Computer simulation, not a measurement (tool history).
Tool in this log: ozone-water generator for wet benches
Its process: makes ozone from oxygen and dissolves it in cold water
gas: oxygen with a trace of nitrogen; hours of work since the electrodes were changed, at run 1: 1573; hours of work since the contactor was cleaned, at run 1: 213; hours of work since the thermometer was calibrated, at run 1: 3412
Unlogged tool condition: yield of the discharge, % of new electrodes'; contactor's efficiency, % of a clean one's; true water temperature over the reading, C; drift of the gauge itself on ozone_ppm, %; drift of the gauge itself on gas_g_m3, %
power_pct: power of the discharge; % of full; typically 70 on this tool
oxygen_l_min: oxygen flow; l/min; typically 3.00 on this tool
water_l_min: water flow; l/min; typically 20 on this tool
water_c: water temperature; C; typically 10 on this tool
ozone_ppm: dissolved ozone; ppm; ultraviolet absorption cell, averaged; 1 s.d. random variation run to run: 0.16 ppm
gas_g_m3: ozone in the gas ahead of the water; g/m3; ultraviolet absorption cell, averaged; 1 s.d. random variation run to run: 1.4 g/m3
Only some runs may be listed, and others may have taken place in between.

run	hour	power_pct	oxygen_l_min	water_l_min	water_c	hours of work since the electrodes were changed	hours of work since the contactor was cleaned	hours of work since the thermometer was calibrated	ozone_ppm	gas_g_m3
1	0.0	70	3.00	20	10	1573	213	3412	20.2	268.8
2	26.7	70	3.00	20	10	1591	230	3430	19.8	267.5
3	53.3	70	3.00	20	10	1608	247	3447	20.4	267.2
4	108.0	70	3.00	20	10	1644	283	3483	19.9	267.8
5	169.2	70	3.00	20	10	1684	323	3523	19.9	268.8
6	205.1	70	3.00	20	10	1708	347	3547	19.9	268.9
7	254.8	70	3.00	20	10	1740	379	3579	20.1	270.7
8	301.8	79	3.00	20	10	1771	410	3610	21.7	288.7
9	335.4	79	3.00	20	5	1793	432	3632	22.0	291.7
10	389.4	79	3.00	20	5	1828	467	3667	22.2	290.3
11	433.0	55	4.02	20	12	1857	496	3696	17.5	193.2
12	465.0	68	4.35	23	10	1878	517	3717	16.9	210.5
13	523.4	59	3.00	20	10	1916	555	3755	18.2	247.7
14	559.6	59	3.00	20	10	1940	579	3779	18.2	247.6
15	605.1	59	3.00	20	10	1969	609	3808	18.1	246.5
16	648.5	49	3.00	15	9	1998	637	3837	22.4	223.2
17	705.0	49	3.00	15	9	2035	674	3874	22.3	222.3
18	765.7	49	3.00	15	9	2074	714	3914	22.8	221.4
19	807.5	77	3.79	13	14	2102	741	3941	31.1	245.3

Consider 4 possible next runs. They are alternatives, not a sequence: every one starts from the tool as it was left by run 19. What does each give?
A	844.5	70	3.00	13	10	2126	765	3965	?	?
B	844.5	46	3.00	20	10	2126	765	3965	?	?
C	844.5	70	4.49	15	10	2126	765	3965	?	?
D	844.5	77	2.58	13	14	2126	765	3965	?	?

run	ozone_ppm	gas_g_m3
A	31.5	273.9
B	15.9	215.2
C	27.3	207.4
D	31.8	316.0
Without the tool's unlogged condition, the same runs would have read:
run	ozone_ppm	gas_g_m3
A	31.6	270.8
B	15.9	212.7
C	27.3	205.1
D	31.9	312.4
